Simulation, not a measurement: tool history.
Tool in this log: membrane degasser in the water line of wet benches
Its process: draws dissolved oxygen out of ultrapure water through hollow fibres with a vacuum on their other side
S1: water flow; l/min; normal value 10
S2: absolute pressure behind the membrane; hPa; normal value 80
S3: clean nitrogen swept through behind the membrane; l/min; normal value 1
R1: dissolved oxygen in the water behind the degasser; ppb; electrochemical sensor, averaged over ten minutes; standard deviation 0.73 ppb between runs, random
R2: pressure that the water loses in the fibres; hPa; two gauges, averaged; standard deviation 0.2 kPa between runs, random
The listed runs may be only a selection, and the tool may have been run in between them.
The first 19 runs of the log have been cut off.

run 20 hour=1848.6 | S1=10 S2=80 S3=0.76 | R1=151.3 R2=528.8
run 21 hour=1929.6 | S1=10 S2=80 S3=0.76 | R1=152.7 R2=524.7
run 22 hour=2033.5 | S1=10 S2=132.9 S3=0.46 | R1=467.9 R2=526.7
-- hour=2087.1 seals of the vacuum lines changed
run 23 hour=2165.7 | S1=10 S2=148.4 S3=0.46 | R1=536.4 R2=528.1
run 24 hour=2234.5 | S1=15 S2=138.8 S3=0.46 | R1=705.4 R2=790.1
run 25 hour=2324.8 | S1=15 S2=138.8 S3=0.46 | R1=697 R2=790.2
run 26 hour=2449 | S1=14 S2=67.3 S3=0.46 | R1=245 R2=738.9
run 27 hour=2536.2 | S1=14 S2=67.3 S3=0.74 | R1=172.6 R2=739.5
run 28 hour=2662.5 | S1=15 S2=56.5 S3=0.74 | R1=140.7 R2=787.7
run 29 hour=2801.5 | S1=11 S2=96 S3=1.11 | R1=159.3 R2=579.6
run 30 hour=2867.8 | S1=10 S2=54.5 S3=1.11 | R1=56 R2=527.1
run 31 hour=3011.5 | S1=12 S2=167.8 S3=2.26 | R1=187.5 R2=639.1
run 32 hour=3126.7 | S1=12 S2=156.3 S3=0.65 | R1=503.8 R2=630.7

Below are 4 alternative next runs, each starting from the tool's condition after run 32. Predict each:
run A hour=3252.7 | S1=13 S2=57.8 S3=0.61 | R1=? R2=?
run B hour=3252.7 | S1=11 S2=59.7 S3=0.62 | R1=? R2=?
run C hour=3252.7 | S1=9 S2=108 S3=0.83 | R1=? R2=?
run D hour=3252.7 | S1=15 S2=156.3 S3=1.37 | R1=? R2=?

run=A R1=141.4 R2=684.5
run=B R1=121.8 R2=579.2
run=C R1=197.3 R2=476.1
run=D R1=340.6 R2=794.7
What these runs would have given with no unlogged condition in the tool:
run=A R1=141.1 R2=683.9
run=B R1=121.5 R2=578.7
run=C R1=197.1 R2=475.7
run=D R1=340.3 R2=794
